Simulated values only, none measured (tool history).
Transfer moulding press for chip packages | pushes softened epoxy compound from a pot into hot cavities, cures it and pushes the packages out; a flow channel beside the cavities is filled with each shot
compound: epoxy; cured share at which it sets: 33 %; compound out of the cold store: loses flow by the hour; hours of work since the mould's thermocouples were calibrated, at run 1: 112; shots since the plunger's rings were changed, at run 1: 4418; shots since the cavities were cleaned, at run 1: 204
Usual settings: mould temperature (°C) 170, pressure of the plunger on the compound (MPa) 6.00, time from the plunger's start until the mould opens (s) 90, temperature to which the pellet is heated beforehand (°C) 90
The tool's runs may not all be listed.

run	hour	mould temperature (°C)	pressure of the plunger on the compound (MPa)	time from the plunger's start until the mould opens (s)	temperature to which the pellet is heated beforehand (°C)	hours of work since the mould's thermocouples were calibrated	shots since the plunger's rings were changed	shots since the cavities were cleaned	incoming compound's hours out of the cold store	length that the compound runs in the flow channel (mm)	greatest force on the pins that push the packages out (N)
1	0.0	170	6.00	90	90	112	4418	204	17.0	807	344
2	8.4	170	5.41	90	90	117	4512	298	9.6	795	371
3	14.7	170	5.41	90	90	120	4582	368	35.5	700	401
4	28.7	170	5.41	90	90	129	4739	525	13.7	775	447
5	38.8	170	5.41	90	90	134	4851	637	16.8	760	478
6	53.0	170	5.41	90	90	143	5011	797	34.1	694	493
7	66.8	170	5.18	90	90	151	5165	951	46.1	639	488
# hour 71.2: cavities cleaned with cleaning compound and waxed
8	83.0	170	6.35	90	90	160	5329	132	42.7	718	610
9	92.3	170	6.35	90	90	165	5433	236	8.2	861	637
10	104.6	170	6.35	90	90	172	5570	373	19.8	808	602
11	111.1	170	6.00	90	90	176	5643	446	32.8	730	585
# hour 115.0: cavities cleaned with cleaning compound and waxed, once more
# hour 120.8: plunger's sealing rings changed
12	123.8	170	6.00	90	90	181	34	70	25.1	804	274
13	131.0	170	6.00	90	93	185	115	151	37.9	752	308
14	138.8	170	6.00	90	93	190	202	238	28.7	789	374
15	153.1	170	6.00	90	90	198	362	398	31.4	772	412
16	161.9	170	6.00	120	90	204	460	496	25.3	795	387
17	171.7	170	6.00	112	86	209	569	605	17.4	836	407
18	177.9	170	5.55	90	94	213	639	675	39.6	715	455
19	189.6	170	5.55	90	94	220	770	806	28.2	750	505
20	200.5	170	7.30	94	95	226	891	927	36.4	827	455
# hour 206.5: cavities cleaned with cleaning compound and waxed
21	217.2	170	7.30	94	95	235	1062	120	41.1	807	284
22	227.9	170	7.30	94	95	242	1181	239	15.7	924	340
23	238.1	178	6.00	126	90	247	1295	353	31.1	736	349
24	245.1	178	4.91	126	90	252	1373	431	27.4	682	359
25	253.3	178	4.91	126	90	256	1465	523	47.0	617	386
26	267.7	162	4.91	126	94	265	1626	684	40.9	689	451
27	280.1	168	5.81	95	87	272	1764	822	17.1	821	491
# hour 295.1: cavities cleaned with cleaning compound and waxed
28	295.9	168	5.81	97	90	281	1923	8	35.8	740	232
29	305.8	168	4.58	97	90	286	2035	120	24.2	702	297

3 ways to go on from here, each from the tool as it stands after run 29. What would each give?
A	316.8	170	6.00	82	90	293	2158	243	29.7	?	?
B	316.8	170	5.48	90	85	293	2158	243	29.2	?	?
C	316.8	170	7.43	110	83	293	2158	243	40.3	?	?

run	length that the compound runs in the flow channel (mm)	greatest force on the pins that push the packages out (N)
A	769	395
B	739	363
C	813	328
Without the tool's hidden state the same runs would have given:
run	length that the compound runs in the flow channel (mm)	greatest force on the pins that push the packages out (N)
A	784	267
B	753	243
C	828	217

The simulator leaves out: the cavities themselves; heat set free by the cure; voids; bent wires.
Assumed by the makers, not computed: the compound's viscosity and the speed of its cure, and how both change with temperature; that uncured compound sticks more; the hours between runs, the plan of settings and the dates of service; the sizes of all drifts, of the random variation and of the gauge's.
